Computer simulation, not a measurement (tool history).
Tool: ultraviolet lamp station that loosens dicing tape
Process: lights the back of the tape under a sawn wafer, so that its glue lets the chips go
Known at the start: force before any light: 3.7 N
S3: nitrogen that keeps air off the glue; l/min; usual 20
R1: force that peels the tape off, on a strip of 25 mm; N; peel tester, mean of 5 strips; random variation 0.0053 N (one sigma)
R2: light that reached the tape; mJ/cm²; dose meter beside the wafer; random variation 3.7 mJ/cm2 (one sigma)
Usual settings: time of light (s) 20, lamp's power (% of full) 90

Run 1, hour 0: usual settings. Result: R1 0.091 N, R2 622 mJ/cm².
Run 2, hour 7.5: usual settings but lamp's power (% of full) 71. Result: R1 0.152 N, R2 479 mJ/cm².
Run 3, hour 15.5: usual settings. Result: R1 0.086 N, R2 614 mJ/cm².
Run 4, hour 22.3: usual settings but S3 36 l/min. Result: R1 0.078 N, R2 613 mJ/cm².
Run 5, hour 31.3: usual settings but S3 36 l/min. Result: R1 0.065 N, R2 605 mJ/cm².
At hour 37.5: window cleaned of glue's vapour.
Run 6, hour 43: usual settings but S3 36 l/min. Result: R1 0.074 N, R2 610 mJ/cm².
Run 7, hour 53.3: usual settings but S3 36 l/min. Result: R1 0.068 N, R2 612 mJ/cm².
Run 8, hour 59.4: usual settings but S3 36 l/min. Result: R1 0.066 N, R2 613 mJ/cm².
Run 9, hour 72.9: usual settings but time of light (s) 38, S3 36 l/min. Result: R1 0.061 N, R2 1162 mJ/cm².
Run 10, hour 86.3: usual settings but time of light (s) 38, S3 36 l/min. Result: R1 0.056 N, R2 1164 mJ/cm².
Run 11, hour 98.9: usual settings but time of light (s) 38, S3 36 l/min. Result: R1 0.057 N, R2 1163 mJ/cm².
Run 12, hour 108.1: usual settings but time of light (s) 38, S3 36 l/min. Result: R1 0.056 N, R2 1160 mJ/cm².
Run 13, hour 115.1: usual settings but time of light (s) 38, S3 36 l/min. Result: R1 0.054 N, R2 1159 mJ/cm².
Run 14, hour 124.3: usual settings but time of light (s) 38, S3 36 l/min. Result: R1 0.061 N, R2 1161 mJ/cm².
Run 15, hour 135.8: usual settings. Result: R1 0.099 N, R2 614 mJ/cm².
Run 16, hour 148.1: usual settings but time of light (s) 10. Result: R1 0.417 N, R2 306 mJ/cm².
Run 17, hour 160.9: usual settings but time of light (s) 30, S3 18 l/min. Result: R1 0.062 N, R2 913 mJ/cm².
Run 18, hour 170.6: usual settings but time of light (s) 13, lamp's power (% of full) 80, S3 33 l/min. Result: R1 0.2 N, R2 359 mJ/cm².
Run 19, hour 181.2: usual settings but S3 7 l/min. Result: R1 0.25 N, R2 607 mJ/cm².
Run 20, hour 191.7: usual settings but S3 7 l/min. Result: R1 0.25 N, R2 609 mJ/cm².
Run 21, hour 201.4: usual settings but lamp's power (% of full) 67, S3 7 l/min. Result: R1 0.466 N, R2 460 mJ/cm².
Run 22, hour 214.5: usual settings but lamp's power (% of full) 67, S3 7 l/min. Result: R1 0.478 N, R2 458 mJ/cm².
Run 23, hour 223.5: usual settings but time of light (s) 14, lamp's power (% of full) 67, S3 17 l/min. Result: R1 0.449 N, R2 313 mJ/cm².
Run 24, hour 234.6: usual settings but time of light (s) 14, lamp's power (% of full) 67, S3 17 l/min. Result: R1 0.445 N, R2 324 mJ/cm².
Run 25, hour 242: usual settings but time of light (s) 14, lamp's power (% of full) 67, S3 17 l/min. Result: R1 0.423 N, R2 317 mJ/cm².
Run 26, hour 251.1: usual settings but time of light (s) 14, lamp's power (% of full) 67, S3 17 l/min. Result: R1 0.45 N, R2 323 mJ/cm².
Run 27, hour 262.4: usual settings but time of light (s) 14, lamp's power (% of full) 67, S3 17 l/min. Result: R1 0.436 N, R2 322 mJ/cm².
Run 28, hour 273.5: usual settings but time of light (s) 39, lamp's power (% of full) 67, S3 24 l/min. Result: R1 0.051 N, R2 892 mJ/cm².
Run 29, hour 283.5: usual settings but time of light (s) 39, lamp's power (% of full) 67, S3 24 l/min. Result: R1 0.059 N, R2 891 mJ/cm².
Run 30, hour 290.4: usual settings but time of light (s) 12, lamp's power (% of full) 83. Result: R1 0.332 N, R2 340 mJ/cm².
Run 31, hour 301.9: usual settings but time of light (s) 12, lamp's power (% of full) 83. Result: R1 0.338 N, R2 342 mJ/cm².
Run 32, hour 309.8: usual settings but lamp's power (% of full) 68, S3 13 l/min. Result: R1 0.263 N, R2 462 mJ/cm².

Forecast each of these 5 alternatives for the next run:
Run A, hour 315.6: usual settings but lamp's power (% of full) 91, S3 38 l/min. Result: R1 ?, R2 ?.
Run B, hour 315.6: usual settings but lamp's power (% of full) 72, S3 13 l/min. Result: R1 ?, R2 ?.
Run C, hour 315.6: usual settings but time of light (s) 22, lamp's power (% of full) 88, S3 19 l/min. Result: R1 ?, R2 ?.
Run D, hour 315.6: usual settings but time of light (s) 10, lamp's power (% of full) 68, S3 13 l/min. Result: R1 ?, R2 ?.
Run E, hour 315.6: usual settings but lamp's power (% of full) 66, S3 34 l/min. Result: R1 ?, R2 ?.

run     R1   R2
  A  0.068  622
  B  0.214  485
  C  0.078  659
  D    0.9  231
  E  0.122  446
Without the tool's hidden state the same runs would have given:
run     R1   R2
  A  0.068  622
  B  0.213  485
  C  0.078  660
  D  0.899  231
  E  0.122  446
